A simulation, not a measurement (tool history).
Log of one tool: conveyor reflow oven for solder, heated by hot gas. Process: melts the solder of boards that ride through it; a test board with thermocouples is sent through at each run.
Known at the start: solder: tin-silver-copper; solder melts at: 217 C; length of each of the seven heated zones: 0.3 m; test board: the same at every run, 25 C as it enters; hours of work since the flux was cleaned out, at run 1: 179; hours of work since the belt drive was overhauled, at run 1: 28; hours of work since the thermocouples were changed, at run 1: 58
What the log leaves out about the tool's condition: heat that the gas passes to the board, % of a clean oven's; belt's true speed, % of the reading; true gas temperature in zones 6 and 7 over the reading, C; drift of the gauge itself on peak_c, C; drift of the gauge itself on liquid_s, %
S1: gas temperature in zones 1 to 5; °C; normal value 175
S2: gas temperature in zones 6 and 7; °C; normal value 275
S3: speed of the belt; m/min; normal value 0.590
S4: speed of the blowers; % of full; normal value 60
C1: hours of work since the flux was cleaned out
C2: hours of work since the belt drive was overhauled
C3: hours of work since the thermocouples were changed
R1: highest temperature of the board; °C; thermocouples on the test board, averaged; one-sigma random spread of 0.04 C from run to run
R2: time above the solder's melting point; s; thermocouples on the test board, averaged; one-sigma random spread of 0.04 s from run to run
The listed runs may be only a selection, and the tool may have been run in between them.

run 1 day=0.000 | S1=175 S2=275 S3=0.590 S4=60 | C1=179 C2=28 C3=58 | R1=257.87 R2=48.82
run 2 day=0.267 | S1=175 S2=275 S3=0.590 S4=60 | C1=183 C2=32 C3=62 | R1=257.90 R2=48.85
run 3 day=0.600 | S1=175 S2=275 S3=0.590 S4=54 | C1=188 C2=36 C3=67 | R1=256.06 R2=47.55
run 4 day=0.775 | S1=175 S2=275 S3=0.590 S4=54 | C1=191 C2=39 C3=69 | R1=256.02 R2=47.61
-- day=1.346 flux residue cleaned out of gas plates and filters
run 5 day=1.350 | S1=175 S2=275 S3=0.590 S4=54 | C1=0 C2=44 C3=75 | R1=256.90 R2=48.22
run 6 day=1.738 | S1=175 S2=275 S3=0.590 S4=54 | C1=6 C2=50 C3=80 | R1=256.89 R2=48.15
run 7 day=2.033 | S1=164 S2=275 S3=0.590 S4=54 | C1=10 C2=54 C3=85 | R1=254.71 R2=44.05
run 8 day=2.300 | S1=175 S2=288 S3=0.590 S4=60 | C1=14 C2=58 C3=88 | R1=270.46 R2=54.53
run 9 day=2.554 | S1=175 S2=275 S3=0.609 S4=60 | C1=17 C2=62 C3=92 | R1=257.62 R2=47.12
run 10 day=2.721 | S1=175 S2=275 S3=0.609 S4=60 | C1=20 C2=64 C3=95 | R1=257.56 R2=47.15
run 11 day=2.933 | S1=175 S2=289 S3=0.590 S4=60 | C1=23 C2=67 C3=98 | R1=271.34 R2=54.89
run 12 day=3.158 | S1=175 S2=289 S3=0.590 S4=60 | C1=26 C2=70 C3=101 | R1=271.32 R2=54.82
run 13 day=3.450 | S1=175 S2=289 S3=0.590 S4=60 | C1=30 C2=74 C3=105 | R1=271.31 R2=54.90
run 14 day=3.675 | S1=175 S2=275 S3=0.651 S4=60 | C1=34 C2=78 C3=108 | R1=255.05 R2=42.48
run 15 day=3.971 | S1=175 S2=275 S3=0.590 S4=74 | C1=38 C2=82 C3=113 | R1=262.13 R2=51.50
run 16 day=4.138 | S1=175 S2=275 S3=0.590 S4=74 | C1=40 C2=84 C3=115 | R1=262.10 R2=51.45
run 17 day=4.450 | S1=175 S2=287 S3=0.590 S4=55 | C1=45 C2=89 C3=119 | R1=267.86 R2=53.41
run 18 day=4.742 | S1=175 S2=275 S3=0.600 S4=86 | C1=49 C2=93 C3=124 | R1=263.97 R2=51.54
run 19 day=5.025 | S1=175 S2=275 S3=0.600 S4=86 | C1=53 C2=97 C3=128 | R1=263.97 R2=51.45
run 20 day=5.388 | S1=175 S2=275 S3=0.532 S4=86 | C1=58 C2=102 C3=133 | R1=266.86 R2=59.73
run 21 day=5.558 | S1=175 S2=275 S3=0.532 S4=86 | C1=61 C2=105 C3=135 | R1=266.81 R2=59.76
-- day=5.750 belt drive overhauled, speed set with a stopwatch
run 22 day=6.017 | S1=160 S2=270 S3=0.532 S4=86 | C1=65 C2=4 C3=140 | R1=260.68 R2=53.46
run 23 day=6.208 | S1=160 S2=270 S3=0.532 S4=86 | C1=68 C2=7 C3=142 | R1=260.70 R2=53.48
run 24 day=6.438 | S1=175 S2=281 S3=0.619 S4=60 | C1=71 C2=10 C3=146 | R1=262.19 R2=48.42
run 25 day=6.750 | S1=175 S2=281 S3=0.619 S4=60 | C1=76 C2=14 C3=150 | R1=262.18 R2=48.40
run 26 day=7.000 | S1=175 S2=281 S3=0.619 S4=60 | C1=79 C2=18 C3=154 | R1=262.11 R2=48.40
run 27 day=7.312 | S1=185 S2=275 S3=0.649 S4=60 | C1=84 C2=23 C3=158 | R1=257.13 R2=46.51
run 28 day=7.529 | S1=185 S2=275 S3=0.649 S4=60 | C1=87 C2=26 C3=161 | R1=257.08 R2=46.56
-- day=7.933 belt drive overhauled, speed set with a stopwatch, once more
run 29 day=8.021 | S1=185 S2=275 S3=0.649 S4=60 | C1=91 C2=1 C3=166 | R1=257.05 R2=46.32
run 30 day=8.196 | S1=168 S2=275 S3=0.641 S4=60 | C1=94 C2=4 C3=169 | R1=253.99 R2=40.78

3 options for the next run, each taken on its own from the tool as it stands now. Forecast them:
run A day=8.388 | S1=168 S2=290 S3=0.543 S4=60 | C1=97 C2=7 C3=171 | R1=? R2=?
run B day=8.388 | S1=175 S2=275 S3=0.519 S4=86 | C1=97 C2=7 C3=171 | R1=? R2=?
run C day=8.388 | S1=187 S2=273 S3=0.641 S4=66 | C1=97 C2=7 C3=171 | R1=? R2=?

run=A R1=273.86 R2=58.94
run=B R1=267.17 R2=61.46
run=C R1=257.70 R2=48.23
What these runs would have given with no unlogged condition in the tool:
run=A R1=274.00 R2=59.01
run=B R1=267.22 R2=61.58
run=C R1=257.87 R2=48.41
